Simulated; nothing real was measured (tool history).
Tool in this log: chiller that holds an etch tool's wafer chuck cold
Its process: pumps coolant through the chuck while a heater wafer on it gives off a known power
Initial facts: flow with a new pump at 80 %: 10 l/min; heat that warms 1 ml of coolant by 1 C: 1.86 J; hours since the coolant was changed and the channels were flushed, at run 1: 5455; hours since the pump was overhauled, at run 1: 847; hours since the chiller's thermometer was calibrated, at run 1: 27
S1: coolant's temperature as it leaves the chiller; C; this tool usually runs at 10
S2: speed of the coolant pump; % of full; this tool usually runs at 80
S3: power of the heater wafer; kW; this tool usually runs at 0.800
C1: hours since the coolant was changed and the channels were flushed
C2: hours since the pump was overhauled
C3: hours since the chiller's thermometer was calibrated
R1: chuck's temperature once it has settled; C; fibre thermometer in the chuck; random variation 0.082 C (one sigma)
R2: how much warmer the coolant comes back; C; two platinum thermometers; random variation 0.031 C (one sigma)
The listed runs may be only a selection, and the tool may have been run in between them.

run 1 hour=0.0 | S1=10 S2=80 S3=0.800 | C1=5455 C2=847 C3=27 | R1=15.30 R2=2.61
run 2 hour=108.4 | S1=10 S2=80 S3=0.601 | C1=5564 C2=955 C3=135 | R1=13.83 R2=1.99
run 3 hour=230.7 | S1=10 S2=80 S3=0.601 | C1=5686 C2=1078 C3=258 | R1=13.79 R2=2.01
run 4 hour=343.3 | S1=10 S2=80 S3=0.601 | C1=5799 C2=1190 C3=370 | R1=13.78 R2=2.04
run 5 hour=429.4 | S1=10 S2=80 S3=0.601 | C1=5885 C2=1276 C3=456 | R1=13.97 R2=2.09
run 6 hour=509.0 | S1=10 S2=80 S3=0.601 | C1=5964 C2=1356 C3=536 | R1=13.81 R2=2.07
run 7 hour=631.6 | S1=6 S2=78 S3=0.601 | C1=6087 C2=1479 C3=659 | R1=9.94 R2=2.19
run 8 hour=728.4 | S1=0 S2=72 S3=0.881 | C1=6184 C2=1575 C3=755 | R1=6.20 R2=3.34
run 9 hour=794.9 | S1=0 S2=72 S3=0.881 | C1=6250 C2=1642 C3=822 | R1=6.05 R2=3.37
run 10 hour=862.8 | S1=1 S2=72 S3=0.881 | C1=6318 C2=1710 C3=890 | R1=7.14 R2=3.37
run 11 hour=946.7 | S1=1 S2=72 S3=0.881 | C1=6402 C2=1794 C3=974 | R1=7.07 R2=3.43

Per-run results on a tool with no hidden state, each run keeping its own random variation:
Hidden state at play: heat passed by the chuck's channels, % of clean ones'; flow at a given pump speed, % of a new pump's; coolant's true temperature over the reading, C; drift of the gauge itself on chuck_c, C; drift of the gauge itself on warmer_back_c, C.
run=1 R2=2.61
run=2 R2=1.96
run=3 R2=1.94
run=4 R2=1.94
run=5 R2=1.96
run=6 R2=1.92
run=7 R2=1.99
run=8 R2=3.12
run=9 R2=3.13
run=10 R2=3.11
run=11 R2=3.14
R1: differs from the measured result by no more than 0.02 C in any run.

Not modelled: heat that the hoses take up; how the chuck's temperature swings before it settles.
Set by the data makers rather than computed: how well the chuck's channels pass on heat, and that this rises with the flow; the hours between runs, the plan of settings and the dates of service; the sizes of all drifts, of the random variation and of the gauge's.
